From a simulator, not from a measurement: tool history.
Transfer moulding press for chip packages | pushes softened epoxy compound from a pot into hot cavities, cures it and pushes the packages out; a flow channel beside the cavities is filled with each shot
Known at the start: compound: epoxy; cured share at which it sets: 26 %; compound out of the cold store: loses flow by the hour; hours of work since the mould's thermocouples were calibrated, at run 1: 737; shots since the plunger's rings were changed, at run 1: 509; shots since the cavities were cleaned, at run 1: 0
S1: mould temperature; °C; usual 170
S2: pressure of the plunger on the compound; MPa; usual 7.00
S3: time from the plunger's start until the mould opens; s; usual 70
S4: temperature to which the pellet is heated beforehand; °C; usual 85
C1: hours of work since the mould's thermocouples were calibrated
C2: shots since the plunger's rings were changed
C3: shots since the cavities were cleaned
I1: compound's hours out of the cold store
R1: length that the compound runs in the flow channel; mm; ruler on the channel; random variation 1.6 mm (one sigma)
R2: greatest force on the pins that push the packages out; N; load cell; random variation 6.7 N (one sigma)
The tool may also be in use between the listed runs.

run    hour   S1    S2   S3  S4   C1    C2    C3    I1   R1   R2
  1     0.0  170  7.00   70  85  737   509     0  43.8  655  268
  2    58.3  170  8.53   70  85  762  1037   528  14.8  826  283
      104.8  -- mould's thermocouples calibrated
      128.8  -- cavities cleaned with cleaning compound and waxed
  3   132.4  170  7.00   70  94   11  1678    33  13.2  751  272
  4   224.3  170  7.00  101  85   50  2511   866  21.3  724  172
      259.1  -- cavities cleaned with cleaning compound and waxed
  5   325.9  170  7.00   70  85   92  3418   605  35.0  680  271
      387.4  -- cavities cleaned with cleaning compound and waxed
  6   419.6  170  7.00   70  85  130  4254   292  28.0  704  279
      430.7  -- plunger's sealing rings changed
  7   509.9  170  7.00   76  85  167   718  1088  19.2  731  245
      516.5  -- cavities cleaned with cleaning compound and waxed
  8   555.0  178  7.00   70  85  186  1114   349  46.5  639  187
  9   626.4  178  7.00   70  85  216  1762   997  46.8  637  194
      643.0  -- cavities cleaned with cleaning compound and waxed
 10   691.3  178  7.00   70  85  242  2336   438  31.0  683  196
      768.2  -- cavities cleaned with cleaning compound and waxed
 11   777.0  178  7.00   70  85  278  3100    81  19.5  717  199
 12   872.2  178  7.00   70  85  318  3963   944  46.8  633  200
      894.5  -- cavities cleaned with cleaning compound and waxed
      918.6  -- plunger's sealing rings changed
 13   959.6  174  7.00   70  83  353   372   567  47.2  641  217
 14  1019.9  167  5.40   70  85  378   919  1114  24.2  632  364
     1026.2  -- cavities cleaned with cleaning compound and waxed
 15  1121.2  174  6.82   85  85  420  1823   860  12.5  742  183
     1156.4  -- cavities cleaned with cleaning compound and waxed
 16  1171.8  174  6.82   85  85  441  2269   140   9.2  749  180
 17  1263.4  166  6.30   51  85  479  3100   971  25.3  680  758
     1281.6  -- cavities cleaned with cleaning compound and waxed
 18  1329.4  166  7.55   51  84  506  3685   434   8.6  804  811
 19  1386.5  170  7.00   76  79  530  4202   951  39.0  670  237
     1403.9  -- plunger's sealing rings changed
     1411.9  -- cavities cleaned with cleaning compound and waxed
 20  1445.1  176  5.71   51  87  553   360   301   8.4  687  505
 21  1523.8  176  5.71   51  87  586  1074  1015  13.7  673  496
     1541.6  -- cavities cleaned with cleaning compound and waxed
 22  1624.9  175  5.64   60  86  628  1977   756  38.7  597  301
     1667.4  -- cavities cleaned with cleaning compound and waxed
 23  1679.1  175  5.64   60  86  650  2455   106  21.3  643  314

3 ways to go on from here, each from the tool as it stands after run 23. What would each give?
  A  1744.0  165  7.27  86  86  678  3043  694  26.2   ?   ?
  B  1744.0  170  6.74  84  85  678  3043  694  31.4   ?   ?
  C  1744.0  170  7.00  94  77  678  3043  694  46.0   ?   ?

run   R1   R2
  A  727  253
  B  678  204
  C  649  174
Without the tool's hidden state the same runs would have given:
run   R1   R2
  A  728  250
  B  679  202
  C  649  172

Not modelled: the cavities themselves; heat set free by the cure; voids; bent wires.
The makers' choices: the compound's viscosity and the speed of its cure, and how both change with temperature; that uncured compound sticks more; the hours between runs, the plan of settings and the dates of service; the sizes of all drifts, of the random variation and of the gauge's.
